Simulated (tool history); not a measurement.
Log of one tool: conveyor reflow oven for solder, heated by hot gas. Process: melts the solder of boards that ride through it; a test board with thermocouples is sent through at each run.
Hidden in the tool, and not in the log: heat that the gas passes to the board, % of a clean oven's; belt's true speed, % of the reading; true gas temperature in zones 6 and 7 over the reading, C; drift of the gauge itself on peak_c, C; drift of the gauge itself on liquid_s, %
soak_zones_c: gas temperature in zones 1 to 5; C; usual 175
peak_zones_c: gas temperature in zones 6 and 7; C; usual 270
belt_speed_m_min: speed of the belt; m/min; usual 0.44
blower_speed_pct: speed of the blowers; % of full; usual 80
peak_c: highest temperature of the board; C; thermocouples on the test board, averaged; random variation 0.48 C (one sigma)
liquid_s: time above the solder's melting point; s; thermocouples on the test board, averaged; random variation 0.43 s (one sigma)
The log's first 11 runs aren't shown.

run,hour,soak_zones_c,peak_zones_c,belt_speed_m_min,blower_speed_pct,hours of work since the flux was cleaned out,hours of work since the belt drive was overhauled,hours of work since the thermocouples were changed,peak_c,liquid_s
12,540.9,175,270,0.44,80,197,181,751,257.2,76.3
13,594.6,175,270,0.44,55,230,214,783,249.6,68.4
# hour 601.7: thermocouples of zones 6 and 7 changed
14,659.5,175,270,0.44,55,268,251,35,249.3,67.5
15,698.1,175,270,0.407,80,291,275,58,260.1,84.7
16,746.2,171,267,0.507,80,320,304,87,249.1,58.6
17,794.4,171,267,0.507,80,349,333,116,250.1,57.9
18,838.3,175,273,0.365,68,375,359,142,262.2,97.1
19,865.9,175,273,0.365,68,392,376,159,261.9,97.7
20,894.5,175,273,0.365,68,409,393,176,261.4,97.4
21,936.1,175,270,0.44,75,434,418,201,256,75.3
22,973.9,175,270,0.44,75,457,441,224,256.3,76.1
23,1004.9,184,270,0.438,75,476,459,243,258.1,81.5
# hour 1041.2: flux residue cleaned out of gas plates and filters
24,1078.4,175,277,0.44,80,22,501,284,262.5,80.9
25,1114.4,189,264,0.45,80,44,522,306,252.5,79
26,1180.1,181,262,0.506,65,84,562,345,243.6,54.9
27,1220.9,175,270,0.49,78,108,587,370,253.5,65
28,1269.6,175,270,0.49,78,138,616,399,253.8,65.6
29,1317,176,270,0.502,61,166,644,428,247,56.5
30,1345.8,176,270,0.502,61,183,662,445,247,57

Forecast each of these 3 alternatives for the next run:
A,1413.5,184,270,0.446,70,224,702,486,?,?
B,1413.5,176,270,0.427,75,224,702,486,?,?
C,1413.5,178,265,0.425,61,224,702,486,?,?

run,peak_c,liquid_s
A,255.6,77.9
B,256.6,78.9
C,249.1,72.3
Without the tool's hidden state the same runs would have given:
run,peak_c,liquid_s
A,255.8,78.1
B,256.7,79
C,249.2,72.4
